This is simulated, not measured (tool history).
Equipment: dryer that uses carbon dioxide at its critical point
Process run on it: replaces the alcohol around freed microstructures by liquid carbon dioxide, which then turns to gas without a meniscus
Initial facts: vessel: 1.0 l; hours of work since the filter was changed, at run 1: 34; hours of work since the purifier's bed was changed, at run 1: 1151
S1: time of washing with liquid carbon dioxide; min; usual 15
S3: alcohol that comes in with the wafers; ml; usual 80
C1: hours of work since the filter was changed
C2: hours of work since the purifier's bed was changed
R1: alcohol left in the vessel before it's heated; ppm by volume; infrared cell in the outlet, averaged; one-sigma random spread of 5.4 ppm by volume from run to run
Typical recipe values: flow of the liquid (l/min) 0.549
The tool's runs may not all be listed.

run 1 hour=0.0 | S1=15 flow_of_the_liquid_(l/min)=0.549 S3=80 | C1=34 C2=1151 | R1=258
run 2 hour=49.2 | S1=15 flow_of_the_liquid_(l/min)=0.549 S3=22 | C1=70 C2=1187 | R1=168
run 3 hour=75.3 | S1=15 flow_of_the_liquid_(l/min)=0.549 S3=22 | C1=89 C2=1206 | R1=177
run 4 hour=111.5 | S1=15 flow_of_the_liquid_(l/min)=0.549 S3=80 | C1=115 C2=1232 | R1=302
run 5 hour=139.6 | S1=15 flow_of_the_liquid_(l/min)=0.549 S3=80 | C1=136 C2=1253 | R1=311
run 6 hour=180.3 | S1=15 flow_of_the_liquid_(l/min)=0.549 S3=80 | C1=165 C2=1283 | R1=326
run 7 hour=211.9 | S1=15 flow_of_the_liquid_(l/min)=0.411 S3=80 | C1=188 C2=1306 | R1=978
run 8 hour=257.7 | S1=15 flow_of_the_liquid_(l/min)=0.411 S3=80 | C1=222 C2=1339 | R1=1036
run 9 hour=303.7 | S1=15 flow_of_the_liquid_(l/min)=0.411 S3=80 | C1=255 C2=1372 | R1=1078
run 10 hour=332.1 | S1=15 flow_of_the_liquid_(l/min)=0.411 S3=80 | C1=276 C2=1393 | R1=1127
run 11 hour=353.8 | S1=15 flow_of_the_liquid_(l/min)=0.549 S3=80 | C1=292 C2=1409 | R1=392
run 12 hour=388.1 | S1=15 flow_of_the_liquid_(l/min)=0.549 S3=80 | C1=317 C2=1434 | R1=402
run 13 hour=409.5 | S1=15 flow_of_the_liquid_(l/min)=0.549 S3=80 | C1=333 C2=1450 | R1=420
run 14 hour=433.8 | S1=12 flow_of_the_liquid_(l/min)=0.549 S3=80 | C1=350 C2=1467 | R1=983
-- hour=446.6 purifier's bed changed
run 15 hour=476.3 | S1=12 flow_of_the_liquid_(l/min)=0.549 S3=80 | C1=379 C2=22 | R1=887
run 16 hour=513.9 | S1=12 flow_of_the_liquid_(l/min)=0.549 S3=80 | C1=406 C2=49 | R1=920
run 17 hour=548.5 | S1=12 flow_of_the_liquid_(l/min)=0.549 S3=80 | C1=432 C2=74 | R1=955
run 18 hour=601.6 | S1=18 flow_of_the_liquid_(l/min)=0.549 S3=80 | C1=470 C2=113 | R1=140
run 19 hour=653.0 | S1=18 flow_of_the_liquid_(l/min)=0.549 S3=80 | C1=508 C2=151 | R1=150
-- hour=658.8 inlet filter changed
run 20 hour=693.9 | S1=16 flow_of_the_liquid_(l/min)=0.549 S3=80 | C1=26 C2=180 | R1=113
run 21 hour=732.1 | S1=16 flow_of_the_liquid_(l/min)=0.549 S3=80 | C1=53 C2=207 | R1=117
run 22 hour=761.9 | S1=11 flow_of_the_liquid_(l/min)=0.715 S3=44 | C1=75 C2=229 | R1=133
run 23 hour=812.2 | S1=15 flow_of_the_liquid_(l/min)=0.549 S3=23 | C1=112 C2=266 | R1=84
run 24 hour=856.7 | S1=17 flow_of_the_liquid_(l/min)=0.691 S3=34 | C1=144 C2=298 | R1=52
run 25 hour=884.9 | S1=17 flow_of_the_liquid_(l/min)=0.691 S3=34 | C1=165 C2=319 | R1=36
run 26 hour=917.3 | S1=16 flow_of_the_liquid_(l/min)=0.691 S3=87 | C1=189 C2=343 | R1=64
run 27 hour=953.3 | S1=15 flow_of_the_liquid_(l/min)=0.880 S3=119 | C1=215 C2=369 | R1=52
run 28 hour=999.4 | S1=15 flow_of_the_liquid_(l/min)=0.549 S3=28 | C1=248 C2=402 | R1=119
run 29 hour=1023.2 | S1=19 flow_of_the_liquid_(l/min)=0.358 S3=30 | C1=266 C2=420 | R1=267
run 30 hour=1045.3 | S1=20 flow_of_the_liquid_(l/min)=0.399 S3=69 | C1=282 C2=436 | R1=288
run 31 hour=1098.2 | S1=15 flow_of_the_liquid_(l/min)=0.549 S3=63 | C1=320 C2=474 | R1=246

The next listed run, before its measurement:
run 32 hour=1123.7 | S1=23 flow_of_the_liquid_(l/min)=0.698 S3=42 | C1=339 C2=493 | R1=?

R1: 57 ppm by volume
Without the tool's hidden state the same run would have given R1 4 ppm by volume.
